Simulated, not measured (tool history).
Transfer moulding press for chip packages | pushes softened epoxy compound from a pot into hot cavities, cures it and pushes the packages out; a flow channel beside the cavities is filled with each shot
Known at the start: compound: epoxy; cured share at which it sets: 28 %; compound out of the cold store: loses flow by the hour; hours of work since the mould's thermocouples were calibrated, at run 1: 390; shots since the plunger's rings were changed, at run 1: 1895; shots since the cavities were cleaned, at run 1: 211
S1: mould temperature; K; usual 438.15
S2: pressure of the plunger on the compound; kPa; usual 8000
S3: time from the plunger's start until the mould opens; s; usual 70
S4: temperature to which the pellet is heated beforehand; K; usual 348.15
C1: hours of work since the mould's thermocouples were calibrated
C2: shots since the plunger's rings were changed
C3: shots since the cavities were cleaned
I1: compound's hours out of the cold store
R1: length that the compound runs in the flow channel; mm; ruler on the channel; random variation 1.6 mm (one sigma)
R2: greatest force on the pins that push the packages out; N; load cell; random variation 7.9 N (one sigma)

| run | hour | S1 | S2 | S3 | S4 | C1 | C2 | C3 | I1 | R1 | R2 |
|---|---|---|---|---|---|---|---|---|---|---|---|
| 1 | 0 | 438.15 | 8000 | 70 | 348.15 | 390 | 1895 | 211 | 33.8 | 940 | 460 |
| 2 | 42.8 | 438.15 | 8000 | 70 | 348.15 | 418 | 2612 | 928 | 44.5 | 904 | 670 |
|  | 48.5 | cavities cleaned with cleaning compound and waxed |
| 3 | 76.8 | 438.15 | 8000 | 70 | 352.15 | 438 | 3159 | 476 | 20.4 | 970 | 614 |
|  | 108.2 | cavities cleaned with cleaning compound and waxed |
|  | 117.3 | plunger's sealing rings changed |
| 4 | 139.1 | 438.15 | 8000 | 70 | 352.15 | 475 | 367 | 477 | 27.8 | 971 | 576 |
|  | 169.6 | cavities cleaned with cleaning compound and waxed |
| 5 | 177 | 438.15 | 8000 | 70 | 352.15 | 498 | 977 | 124 | 44.4 | 916 | 429 |
|  | 228.7 | cavities cleaned with cleaning compound and waxed |
| 6 | 228.7 | 438.15 | 8000 | 70 | 352.15 | 530 | 1819 | 0 | 44 | 913 | 338 |
| 7 | 283 | 438.15 | 8000 | 70 | 352.15 | 565 | 2731 | 912 | 47 | 893 | 666 |
|  | 290 | cavities cleaned with cleaning compound and waxed |
| 8 | 311.2 | 438.15 | 8000 | 70 | 352.15 | 582 | 3178 | 356 | 20.3 | 973 | 543 |
|  | 348.9 | plunger's sealing rings changed |
|  | 353.5 | cavities cleaned with cleaning compound and waxed |
| 9 | 369.1 | 438.15 | 8000 | 70 | 348.15 | 616 | 314 | 263 | 19.9 | 998 | 517 |
| 10 | 405.2 | 438.15 | 8000 | 70 | 348.15 | 639 | 919 | 868 | 40 | 930 | 676 |
|  | 418.1 | cavities cleaned with cleaning compound and waxed |
| 11 | 457.2 | 438.15 | 8000 | 70 | 348.15 | 671 | 1766 | 655 | 42.8 | 914 | 635 |
|  | 478.7 | cavities cleaned with cleaning compound and waxed |
| 12 | 522 | 438.15 | 8000 | 70 | 348.15 | 711 | 2829 | 726 | 11.3 | 1006 | 684 |
|  | 539.7 | cavities cleaned with cleaning compound and waxed |
| 13 | 556.4 | 438.15 | 8000 | 70 | 348.15 | 732 | 3380 | 279 | 35.5 | 928 | 518 |
|  | 585.7 | plunger's sealing rings changed |
|  | 603.5 | cavities cleaned with cleaning compound and waxed |
| 14 | 606.2 | 438.15 | 8000 | 70 | 348.15 | 761 | 319 | 46 | 24.7 | 981 | 400 |
|  | 612 | mould's thermocouples calibrated |
| 15 | 642.9 | 438.15 | 8000 | 70 | 348.15 | 20 | 901 | 628 | 31.1 | 959 | 636 |
|  | 665.6 | cavities cleaned with cleaning compound and waxed |
| 16 | 672.7 | 435.15 | 6400 | 70 | 348.15 | 38 | 1376 | 119 | 8.8 | 931 | 555 |
|  | 706.8 | mould's thermocouples calibrated, once more |
|  | 729.2 | cavities cleaned with cleaning compound and waxed |
| 17 | 731.4 | 436.15 | 8000 | 70 | 339.15 | 15 | 2302 | 37 | 34 | 944 | 393 |
|  | 792.2 | cavities cleaned with cleaning compound and waxed |
| 18 | 794.1 | 442.15 | 8000 | 75 | 348.15 | 54 | 3329 | 32 | 37.6 | 906 | 334 |
|  | 823.9 | plunger's sealing rings changed |
| 19 | 829.2 | 438.15 | 8020 | 65 | 346.15 | 74 | 89 | 578 | 27.3 | 975 | 698 |
|  | 855.9 | cavities cleaned with cleaning compound and waxed |
| 20 | 875.5 | 438.15 | 6800 | 70 | 348.15 | 103 | 842 | 329 | 21.5 | 906 | 540 |
|  | 915.7 | cavities cleaned with cleaning compound and waxed |
| 21 | 932.7 | 434.15 | 8000 | 52 | 348.15 | 138 | 1777 | 286 | 11.9 | 1025 | 1332 |
|  | 976.7 | cavities cleaned with cleaning compound and waxed |
| 22 | 979.7 | 444.15 | 8000 | 70 | 349.15 | 167 | 2540 | 51 | 42.5 | 889 | 335 |
| 23 | 1007.2 | 444.15 | 8000 | 61 | 348.15 | 184 | 3002 | 513 | 23.3 | 940 | 558 |
|  | 1036.8 | cavities cleaned with cleaning compound and waxed |
|  | 1057 | plunger's sealing rings changed |
| 24 | 1075.4 | 438.15 | 8000 | 57 | 350.15 | 225 | 309 | 605 | 31.1 | 955 | 909 |
|  | 1101.2 | cavities cleaned with cleaning compound and waxed |
| 25 | 1126.2 | 444.15 | 6460 | 70 | 348.15 | 257 | 1136 | 419 | 41 | 811 | 512 |
| 26 | 1155.9 | 444.15 | 6460 | 52 | 348.15 | 275 | 1635 | 918 | 26.5 | 846 | 872 |

3 ways to go on from here, each from the tool as it stands after run 26. What would each give?
|  | 1162.2 | cavities cleaned with cleaning compound and waxed |
| A | 1199.1 | 431.15 | 7030 | 70 | 348.15 | 302 | 2334 | 619 | 41.6 | ? | ? |
|  | 1162.2 | cavities cleaned with cleaning compound and waxed |
| B | 1199.1 | 440.15 | 6890 | 62 | 348.15 | 302 | 2334 | 619 | 12.2 | ? | ? |
|  | 1162.2 | cavities cleaned with cleaning compound and waxed |
| C | 1199.1 | 444.15 | 6460 | 52 | 344.15 | 302 | 2334 | 619 | 18 | ? | ? |

| run | R1 | R2 |
|---|---|---|
| A | 880 | 921 |
| B | 928 | 692 |
| C | 868 | 794 |
Without the tool's hidden state the same runs would have given:
| run | R1 | R2 |
|---|---|---|
| A | 895 | 479 |
| B | 944 | 362 |
| C | 883 | 413 |
